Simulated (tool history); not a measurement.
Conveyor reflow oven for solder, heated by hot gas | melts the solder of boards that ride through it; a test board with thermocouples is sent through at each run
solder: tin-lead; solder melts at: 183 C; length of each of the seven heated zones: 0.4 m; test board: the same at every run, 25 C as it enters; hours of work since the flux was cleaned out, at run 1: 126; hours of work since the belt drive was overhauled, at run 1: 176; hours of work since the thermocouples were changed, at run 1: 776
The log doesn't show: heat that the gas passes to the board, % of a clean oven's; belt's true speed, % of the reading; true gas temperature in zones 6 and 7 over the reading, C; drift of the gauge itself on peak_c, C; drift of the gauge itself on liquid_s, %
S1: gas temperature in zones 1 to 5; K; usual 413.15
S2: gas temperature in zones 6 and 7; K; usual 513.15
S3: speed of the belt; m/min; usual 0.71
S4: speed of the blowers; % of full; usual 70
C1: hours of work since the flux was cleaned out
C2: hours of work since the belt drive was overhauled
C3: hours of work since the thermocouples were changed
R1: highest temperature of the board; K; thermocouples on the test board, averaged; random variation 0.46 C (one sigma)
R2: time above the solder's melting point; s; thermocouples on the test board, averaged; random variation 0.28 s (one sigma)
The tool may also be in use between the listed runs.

run	hour	S1	S2	S3	S4	C1	C2	C3	R1	R2
1	0	413.15	513.15	0.71	70	126	176	776	493.15	52.6
2	12.1	413.15	513.15	0.71	61	135	184	784	489.95	50.7
3	18.5	413.15	513.15	0.71	61	139	189	788	490.55	50.6
4	28.5	413.15	513.15	0.71	61	146	195	795	490.75	50.3
5	36.9	413.15	513.15	0.71	59	152	201	801	489.75	49.9
6	49.9	413.15	513.15	0.71	59	161	210	810	490.25	49.5
7	60.5	413.15	513.15	0.71	59	168	217	817	489.45	49.8
8	72.2	413.15	513.15	0.71	59	176	225	825	489.35	49.6
# hour 76.8: belt drive overhauled, speed set with a stopwatch
9	87.6	413.15	513.15	0.71	59	184	7	833	489.35	49.9
10	98	413.15	513.15	0.71	59	191	14	840	489.15	50
11	104.9	413.15	513.15	0.71	59	195	19	845	488.65	50

The next listed run, before its measurement:
12	110.9	413.15	513.15	0.71	59	199	23	849	?	?

Run 12 gave R1 489.25 K, R2 49.9 s.
Without the tool's hidden state the same run would have given R1 492.05 K, R2 52 s.
